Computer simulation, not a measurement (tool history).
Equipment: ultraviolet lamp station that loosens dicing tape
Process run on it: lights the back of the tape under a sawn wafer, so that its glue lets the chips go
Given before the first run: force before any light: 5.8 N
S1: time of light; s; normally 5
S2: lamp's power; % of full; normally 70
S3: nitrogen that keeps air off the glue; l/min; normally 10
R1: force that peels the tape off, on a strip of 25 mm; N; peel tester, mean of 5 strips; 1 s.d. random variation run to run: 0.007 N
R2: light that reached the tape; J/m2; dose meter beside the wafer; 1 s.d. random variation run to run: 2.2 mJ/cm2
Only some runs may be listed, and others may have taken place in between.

run   hour  S1  S2  S3     R1    R2
  1      0   5  70  10  0.297  1720
  2   12.1   5  70  10  0.318  1730
  3   23.5   5  70  10  0.315  1670
  4   41.6   5  70   5  0.573  1710
  5   56.6   5  70   5  0.594  1670
  6   73.4   5  70  10  0.327  1700
  7   91.8   5  70   3   0.89  1630
  8    108   5  70   3  0.917  1610
  9  122.5   5  70   3  0.904  1620
 10  142.4   5  70   3  0.914  1610
 11  161.1   5  70  10  0.346  1610
 12  176.3   5  74  10  0.307  1710
 13  198.7   4  70  10  0.562  1270
 14    222   5  70  10  0.355  1540
 15  239.9   5  70  10  0.386  1580
 16  251.5   5  70  10  0.379  1500
 17  275.6   5  70  10   0.39  1540
 18  294.7   5  96  10  0.202  2070
 19    307  10  81  15  0.112  3530
 20  328.8  10  78  10  0.119  3320
 21  348.7  10  78  10   0.12  3340
 22  370.1  10  78  10  0.112  3260
 23  393.5  10  88  17  0.114  3650
 24    410  10  88  17   0.11  3620
 25  423.1   5  77  10  0.353  1630
 26  444.1   2  67   5  2.639   550
 27  470.1   2  67   5  2.563   540
 28  494.7   6  61   9  0.468  1440
 29  521.2   6  67   9  0.391  1600
     523.7  -- window cleaned of glue's vapour
 30  545.6   4  77   6  0.692  1380
 31    560   5  63  10  0.441  1420
 32  581.5   5  63  10   0.44  1400

Alternative continuations, all from the tool just after run 32; predict every row:
  A  604.6   3  91  10   ?   ?
  B  604.6   3  97  10   ?   ?
  C  604.6   3  63  10   ?   ?
  D  604.6   4  65  10   ?   ?
  E  604.6   3  79  10   ?   ?

run     R1    R2
  A  0.635  1210
  B  0.555  1280
  C   1.18   850
  D  0.683  1140
  E  0.843  1050
The same runs, with their run-to-run variation unchanged, on a tool lacking any hidden condition would have given:
run     R1    R2
  A  0.425  1470
  B  0.369  1550
  C   0.86  1030
  D   0.46  1380
  E  0.583  1280
